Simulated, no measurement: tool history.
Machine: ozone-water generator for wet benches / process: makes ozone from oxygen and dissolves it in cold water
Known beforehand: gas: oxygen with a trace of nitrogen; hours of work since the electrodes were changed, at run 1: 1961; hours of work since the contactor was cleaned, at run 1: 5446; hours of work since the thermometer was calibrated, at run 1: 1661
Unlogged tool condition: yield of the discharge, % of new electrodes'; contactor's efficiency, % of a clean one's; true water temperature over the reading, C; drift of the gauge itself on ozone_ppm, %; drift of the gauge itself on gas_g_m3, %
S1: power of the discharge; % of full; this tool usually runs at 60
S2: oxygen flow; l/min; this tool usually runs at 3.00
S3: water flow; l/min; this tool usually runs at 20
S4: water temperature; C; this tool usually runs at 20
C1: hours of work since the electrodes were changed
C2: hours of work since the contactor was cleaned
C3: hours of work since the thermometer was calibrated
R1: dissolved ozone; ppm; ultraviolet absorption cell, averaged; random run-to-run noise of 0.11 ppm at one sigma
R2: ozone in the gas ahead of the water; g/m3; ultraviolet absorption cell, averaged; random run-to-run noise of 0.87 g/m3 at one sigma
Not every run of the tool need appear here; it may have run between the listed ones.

run	hour	S1	S2	S3	S4	C1	C2	C3	R1	R2
1	0.0	60	3.00	20	20	1961	5446	1661	7.0	134.7
2	49.5	60	3.00	20	20	2009	5494	1709	7.0	134.3
3	93.8	60	3.00	20	20	2052	5537	1752	6.8	133.8
4	125.3	60	3.00	20	20	2083	5568	1783	7.1	133.8
5	176.4	60	3.00	20	20	2133	5617	1832	6.8	133.4
6	212.2	60	3.00	20	20	2168	5652	1867	6.9	133.2
7	248.5	60	3.00	25	20	2203	5688	1903	5.5	132.0
8	281.9	60	3.00	25	20	2236	5720	1935	5.3	132.9
9	318.6	60	3.00	17	20	2271	5756	1971	8.3	133.2
10	363.9	68	3.00	20	20	2316	5800	2015	7.7	145.9
11	389.9	68	3.00	20	20	2341	5825	2040	7.6	146.2
12	415.9	60	3.00	20	20	2366	5851	2065	6.9	132.8
13	465.4	60	3.00	20	20	2414	5899	2114	6.8	132.4
14	508.9	45	3.00	20	20	2457	5941	2156	5.4	107.6
15	558.1	45	3.00	20	20	2505	5989	2204	5.6	107.5
16	586.4	45	3.00	20	20	2532	6017	2232	5.5	107.7
# hour 599.4: contactor cleaned
17	616.3	60	1.81	23	24	2557	16	2257	5.0	154.2
18	661.7	53	4.34	30	15	2602	61	2301	5.7	107.2
19	683.4	45	4.69	27	23	2623	82	2322	5.0	94.2
20	705.5	60	1.70	23	20	2644	103	2344	5.1	156.6
21	739.6	68	3.00	20	20	2677	137	2377	8.5	143.5
22	780.8	68	2.50	32	19	2718	177	2417	4.5	152.6
23	819.3	68	2.50	32	19	2755	214	2454	4.5	151.6
24	863.0	54	2.57	20	20	2798	257	2497	6.6	127.4
25	908.6	47	3.10	31	13	2842	301	2541	4.2	107.9
26	930.7	72	3.10	31	13	2864	323	2563	5.3	146.7
27	964.7	58	3.00	20	20	2897	356	2596	7.3	126.9
28	1015.4	58	2.79	20	18	2946	405	2645	7.2	129.5
29	1059.3	56	3.32	12	13	2989	448	2688	12.9	120.0
30	1099.6	60	3.00	20	18	3028	487	2727	7.6	129.9
31	1144.7	60	1.57	23	18	3072	531	2771	4.9	157.1
32	1180.9	60	1.57	23	18	3107	566	2807	4.8	157.7

3 options for the next run, each taken on its own from the tool as it stands now. Forecast them:
A	1205.3	43	2.50	20	20	3131	590	2830	?	?
B	1205.3	40	1.57	23	18	3131	590	2830	?	?
C	1205.3	60	3.00	24	19	3131	590	2830	?	?

run	R1	R2
A	5.6	106.6
B	3.5	117.8
C	6.4	130.1
Without the tool's hidden state the same runs would have given:
run	R1	R2
A	6.1	114.5
B	3.8	125.8
C	7.1	143.8
